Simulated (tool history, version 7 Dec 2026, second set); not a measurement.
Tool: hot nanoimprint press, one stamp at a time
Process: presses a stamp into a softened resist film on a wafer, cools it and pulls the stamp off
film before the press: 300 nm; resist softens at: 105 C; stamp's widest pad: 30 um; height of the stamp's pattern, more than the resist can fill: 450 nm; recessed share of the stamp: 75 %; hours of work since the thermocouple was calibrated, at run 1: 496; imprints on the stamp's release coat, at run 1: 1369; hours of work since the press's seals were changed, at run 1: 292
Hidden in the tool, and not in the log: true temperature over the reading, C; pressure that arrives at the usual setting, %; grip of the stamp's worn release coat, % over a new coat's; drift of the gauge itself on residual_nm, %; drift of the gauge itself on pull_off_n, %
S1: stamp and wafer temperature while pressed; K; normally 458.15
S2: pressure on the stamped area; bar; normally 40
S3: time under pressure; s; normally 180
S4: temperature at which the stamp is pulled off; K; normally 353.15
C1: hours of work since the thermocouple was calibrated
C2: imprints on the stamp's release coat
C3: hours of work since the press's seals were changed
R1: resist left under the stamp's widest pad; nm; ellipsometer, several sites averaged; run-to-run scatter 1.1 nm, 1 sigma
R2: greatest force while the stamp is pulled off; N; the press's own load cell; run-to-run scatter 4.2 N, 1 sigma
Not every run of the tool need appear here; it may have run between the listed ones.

run 1 hour=0 | S1=458.15 S2=40 S3=180 S4=353.15 | C1=496 C2=1369 C3=292 | R1=179.3 R2=332
run 2 hour=9.5 | S1=458.15 S2=40 S3=142 S4=353.15 | C1=502 C2=1395 C3=297 | R1=190.4 R2=329
run 3 hour=22 | S1=458.15 S2=40 S3=142 S4=353.15 | C1=509 C2=1428 C3=304 | R1=192.4 R2=323
run 4 hour=31.7 | S1=458.15 S2=37.9 S3=180 S4=353.15 | C1=514 C2=1454 C3=310 | R1=181.7 R2=338
run 5 hour=48.6 | S1=458.15 S2=37.9 S3=180 S4=353.15 | C1=524 C2=1498 C3=319 | R1=183.7 R2=336
run 6 hour=60.2 | S1=458.15 S2=37.9 S3=180 S4=353.15 | C1=531 C2=1529 C3=326 | R1=183.6 R2=345
run 7 hour=68.3 | S1=469.15 S2=40 S3=180 S4=353.15 | C1=535 C2=1551 C3=330 | R1=134.6 R2=338
run 8 hour=76.4 | S1=466.15 S2=40 S3=180 S4=353.15 | C1=540 C2=1572 C3=335 | R1=146.8 R2=343
-- hour=94 plate thermocouple calibrated
run 9 hour=95.5 | S1=466.15 S2=40 S3=180 S4=353.15 | C1=1 C2=1615 C3=344 | R1=137.6 R2=331
run 10 hour=108.6 | S1=466.15 S2=40 S3=180 S4=353.15 | C1=8 C2=1650 C3=352 | R1=136.2 R2=348
run 11 hour=122.7 | S1=458.15 S2=40 S3=180 S4=353.15 | C1=16 C2=1687 C3=359 | R1=169.4 R2=332
run 12 hour=135.2 | S1=458.15 S2=40 S3=180 S4=353.15 | C1=23 C2=1721 C3=367 | R1=168.8 R2=327
-- hour=151.9 stamp cleaned and given a new release coat
run 13 hour=151.9 | S1=458.15 S2=40 S3=180 S4=353.15 | C1=29 C2=0 C3=373 | R1=169.9 R2=204
run 14 hour=163.5 | S1=458.15 S2=40 S3=180 S4=353.15 | C1=36 C2=31 C3=379 | R1=170.2 R2=201
run 15 hour=176.1 | S1=458.15 S2=40 S3=180 S4=353.15 | C1=43 C2=64 C3=386 | R1=171.9 R2=204
run 16 hour=186.5 | S1=459.15 S2=46.8 S3=343 S4=353.15 | C1=49 C2=92 C3=392 | R1=123.5 R2=210
run 17 hour=201.6 | S1=454.15 S2=40 S3=180 S4=353.15 | C1=58 C2=132 C3=401 | R1=188.8 R2=214
run 18 hour=209.5 | S1=456.15 S2=40 S3=180 S4=348.15 | C1=62 C2=153 C3=405 | R1=178.7 R2=232
run 19 hour=227.6 | S1=454.15 S2=40 S3=180 S4=353.15 | C1=72 C2=201 C3=416 | R1=191.1 R2=218

What will run 20 give?
run 20 hour=236.2 | S1=454.15 S2=40 S3=180 S4=353.15 | C1=77 C2=224 C3=420 | R1=? R2=?

Run 20 produced R1 189.5 nm, R2 218 N.
With no hidden state in the tool, this same run would have given R1 185.7 nm, R2 200 N.
